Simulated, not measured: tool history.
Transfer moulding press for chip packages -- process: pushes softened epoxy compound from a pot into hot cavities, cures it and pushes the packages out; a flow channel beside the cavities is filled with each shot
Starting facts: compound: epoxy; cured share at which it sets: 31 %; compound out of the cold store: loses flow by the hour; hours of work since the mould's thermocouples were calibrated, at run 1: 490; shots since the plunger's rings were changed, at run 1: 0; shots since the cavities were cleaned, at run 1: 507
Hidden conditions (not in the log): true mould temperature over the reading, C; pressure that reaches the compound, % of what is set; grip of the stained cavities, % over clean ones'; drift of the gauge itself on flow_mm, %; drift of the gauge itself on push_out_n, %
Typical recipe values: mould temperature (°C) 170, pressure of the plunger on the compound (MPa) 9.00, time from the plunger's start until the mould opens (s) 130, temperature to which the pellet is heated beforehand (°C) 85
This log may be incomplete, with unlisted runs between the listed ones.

| run | hour | mould temperature (°C) | pressure of the plunger on the compound (MPa) | time from the plunger's start until the mould opens (s) | temperature to which the pellet is heated beforehand (°C) | hours of work since the mould's thermocouples were calibrated | shots since the plunger's rings were changed | shots since the cavities were cleaned | incoming compound's hours out of the cold store | length that the compound runs in the flow channel (mm) | greatest force on the pins that push the packages out (N) |
|---|---|---|---|---|---|---|---|---|---|---|---|
| 1 | 0.0 | 170 | 9.00 | 130 | 85 | 490 | 0 | 507 | 11.3 | 803 | 494 |
|  | 5.4 | cavities cleaned with cleaning compound and waxed |
|  | 28.3 | mould's thermocouples calibrated |
| 2 | 46.3 | 170 | 9.00 | 130 | 85 | 12 | 378 | 343 | 27.2 | 771 | 668 |
|  | 68.7 | cavities cleaned with cleaning compound and waxed |
|  | 136.9 | cavities cleaned with cleaning compound and waxed |
| 3 | 140.6 | 170 | 9.00 | 130 | 85 | 72 | 1183 | 33 | 25.4 | 771 | 312 |
|  | 197.5 | cavities cleaned with cleaning compound and waxed |
| 4 | 204.9 | 170 | 8.29 | 130 | 85 | 113 | 1736 | 65 | 34.6 | 715 | 334 |
|  | 259.9 | cavities cleaned with cleaning compound and waxed |
| 5 | 296.9 | 170 | 8.29 | 130 | 85 | 172 | 2534 | 326 | 39.4 | 701 | 449 |
|  | 316.4 | plunger's sealing rings changed |
|  | 324.2 | cavities cleaned with cleaning compound and waxed |
|  | 385.0 | cavities cleaned with cleaning compound and waxed |
| 6 | 385.0 | 170 | 8.29 | 130 | 85 | 226 | 578 | 0 | 25.6 | 742 | 280 |
|  | 447.4 | cavities cleaned with cleaning compound and waxed |
| 7 | 464.5 | 170 | 8.29 | 130 | 85 | 277 | 1266 | 151 | 45.2 | 702 | 364 |
|  | 511.5 | cavities cleaned with cleaning compound and waxed |
| 8 | 517.8 | 170 | 8.29 | 130 | 85 | 311 | 1722 | 54 | 37.7 | 712 | 320 |
|  | 523.3 | cavities cleaned with cleaning compound and waxed, once more |
| 9 | 579.3 | 170 | 8.29 | 130 | 85 | 351 | 2252 | 494 | 15.5 | 751 | 464 |
|  | 586.6 | cavities cleaned with cleaning compound and waxed |
|  | 623.7 | plunger's sealing rings changed |
|  | 656.0 | cavities cleaned with cleaning compound and waxed |
| 10 | 671.2 | 170 | 9.95 | 130 | 85 | 407 | 406 | 134 | 34.8 | 791 | 343 |
|  | 718.4 | cavities cleaned with cleaning compound and waxed |
| 11 | 753.2 | 170 | 9.95 | 130 | 85 | 460 | 1115 | 306 | 16.6 | 827 | 427 |
|  | 779.5 | cavities cleaned with cleaning compound and waxed |
| 12 | 812.1 | 170 | 9.95 | 130 | 84 | 498 | 1622 | 288 | 39.0 | 774 | 424 |
|  | 827.8 | mould's thermocouples calibrated |
|  | 844.6 | cavities cleaned with cleaning compound and waxed |
| 13 | 859.5 | 170 | 9.95 | 130 | 84 | 20 | 2009 | 131 | 35.0 | 781 | 343 |
|  | 905.0 | cavities cleaned with cleaning compound and waxed |
| 14 | 915.7 | 165 | 9.95 | 130 | 87 | 56 | 2491 | 94 | 27.0 | 804 | 447 |
|  | 934.3 | plunger's sealing rings changed |
|  | 975.5 | cavities cleaned with cleaning compound and waxed |
| 15 | 976.1 | 165 | 10.50 | 116 | 85 | 93 | 355 | 4 | 21.6 | 862 | 461 |
|  | 1043.8 | cavities cleaned with cleaning compound and waxed |
| 16 | 1046.3 | 164 | 7.40 | 111 | 84 | 138 | 961 | 21 | 26.4 | 710 | 547 |
|  | 1109.3 | cavities cleaned with cleaning compound and waxed |
| 17 | 1109.3 | 164 | 7.40 | 111 | 84 | 178 | 1504 | 0 | 44.3 | 672 | 517 |
|  | 1169.7 | cavities cleaned with cleaning compound and waxed |
| 18 | 1177.3 | 164 | 7.40 | 111 | 84 | 221 | 2090 | 66 | 36.9 | 683 | 625 |
| 19 | 1220.4 | 164 | 7.40 | 111 | 84 | 250 | 2470 | 446 | 44.2 | 664 | 847 |
|  | 1230.4 | cavities cleaned with cleaning compound and waxed |
|  | 1243.2 | plunger's sealing rings changed |
| 20 | 1287.0 | 170 | 7.02 | 130 | 95 | 291 | 387 | 477 | 12.5 | 710 | 467 |
|  | 1296.4 | cavities cleaned with cleaning compound and waxed |
| 21 | 1329.8 | 166 | 9.00 | 130 | 78 | 318 | 751 | 294 | 45.2 | 741 | 489 |
|  | 1363.3 | cavities cleaned with cleaning compound and waxed |
| 22 | 1371.0 | 166 | 9.00 | 127 | 78 | 344 | 1101 | 68 | 22.0 | 790 | 428 |
|  | 1424.2 | cavities cleaned with cleaning compound and waxed |
| 23 | 1455.5 | 177 | 9.22 | 111 | 94 | 398 | 1833 | 276 | 35.4 | 737 | 402 |
|  | 1489.5 | cavities cleaned with cleaning compound and waxed |
| 24 | 1515.6 | 173 | 9.00 | 156 | 89 | 437 | 2350 | 230 | 11.4 | 784 | 329 |

What will run 25 give?
|  | 1551.5 | plunger's sealing rings changed |
|  | 1553.0 | cavities cleaned with cleaning compound and waxed |
| 25 | 1596.0 | 173 | 9.00 | 156 | 89 | 487 | 380 | 380 | 41.5 | ? | ? |

{"run 25": {"length that the compound runs in the flow channel (mm)": 733, "greatest force on the pins that push the packages out (N)": 375}}
If the tool had no hidden condition, the same run with the same run-to-run variation would have returned length that the compound runs in the flow channel (mm) 742, greatest force on the pins that push the packages out (N) 231.
